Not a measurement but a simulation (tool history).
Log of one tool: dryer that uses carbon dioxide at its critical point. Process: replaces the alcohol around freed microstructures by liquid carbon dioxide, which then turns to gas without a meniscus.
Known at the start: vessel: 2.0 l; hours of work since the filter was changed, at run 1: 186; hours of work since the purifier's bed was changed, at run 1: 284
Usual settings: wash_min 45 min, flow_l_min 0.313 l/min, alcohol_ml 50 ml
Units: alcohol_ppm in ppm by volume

| run | day | wash_min | flow_l_min | alcohol_ml | hours of work since the filter was changed | hours of work since the purifier's bed was changed | alcohol_ppm |
|---|---|---|---|---|---|---|---|
| 1 | 0 | 45 | 0.313 | 50 | 186 | 284 | 242 |
|  | 0.758 | inlet filter changed |
| 2 | 1.529 | 45 | 0.313 | 50 | 14 | 312 | 160 |
| 3 | 2.892 | 45 | 0.312 | 50 | 40 | 337 | 186 |
| 4 | 3.825 | 45 | 0.312 | 50 | 57 | 355 | 190 |
| 5 | 4.888 | 45 | 0.313 | 50 | 77 | 375 | 192 |
| 6 | 6.033 | 45 | 0.313 | 50 | 99 | 396 | 209 |
| 7 | 7.688 | 45 | 0.233 | 50 | 129 | 427 | 542 |
| 8 | 9.546 | 45 | 0.313 | 50 | 164 | 462 | 281 |
| 9 | 11.067 | 63 | 0.313 | 50 | 192 | 490 | 176 |
|  | 11.475 | inlet filter changed |
| 10 | 11.896 | 63 | 0.313 | 50 | 8 | 505 | 172 |
| 11 | 13.183 | 63 | 0.313 | 50 | 32 | 529 | 177 |
| 12 | 14.304 | 63 | 0.313 | 40 | 53 | 550 | 180 |
| 13 | 15.15 | 63 | 0.313 | 40 | 69 | 565 | 195 |
| 14 | 16.804 | 36 | 0.526 | 96 | 99 | 596 | 219 |
| 15 | 18.521 | 49 | 0.247 | 32 | 132 | 628 | 348 |
| 16 | 19.283 | 53 | 0.488 | 25 | 146 | 643 | 204 |
| 17 | 20.708 | 45 | 0.342 | 115 | 172 | 669 | 384 |

4 ways to go on from here, each from the tool as it stands after run 17. What would each give?
|  | 22.142 | inlet filter changed |
| A | 22.238 | 45 | 0.2 | 101 | 2 | 697 | ? |
|  | 22.142 | inlet filter changed |
| B | 22.238 | 68 | 0.189 | 108 | 2 | 697 | ? |
|  | 22.142 | inlet filter changed |
| C | 22.238 | 45 | 0.452 | 115 | 2 | 697 | ? |
|  | 22.142 | inlet filter changed |
| D | 22.238 | 38 | 0.342 | 115 | 2 | 697 | ? |

| run | alcohol_ppm |
|---|---|
| A | 1157 |
| B | 405 |
| C | 239 |
| D | 396 |
Without the tool's hidden state the same runs would have given:
| run | alcohol_ppm |
|---|---|
| A | 927 |
| B | 180 |
| C | 18 |
| D | 173 |

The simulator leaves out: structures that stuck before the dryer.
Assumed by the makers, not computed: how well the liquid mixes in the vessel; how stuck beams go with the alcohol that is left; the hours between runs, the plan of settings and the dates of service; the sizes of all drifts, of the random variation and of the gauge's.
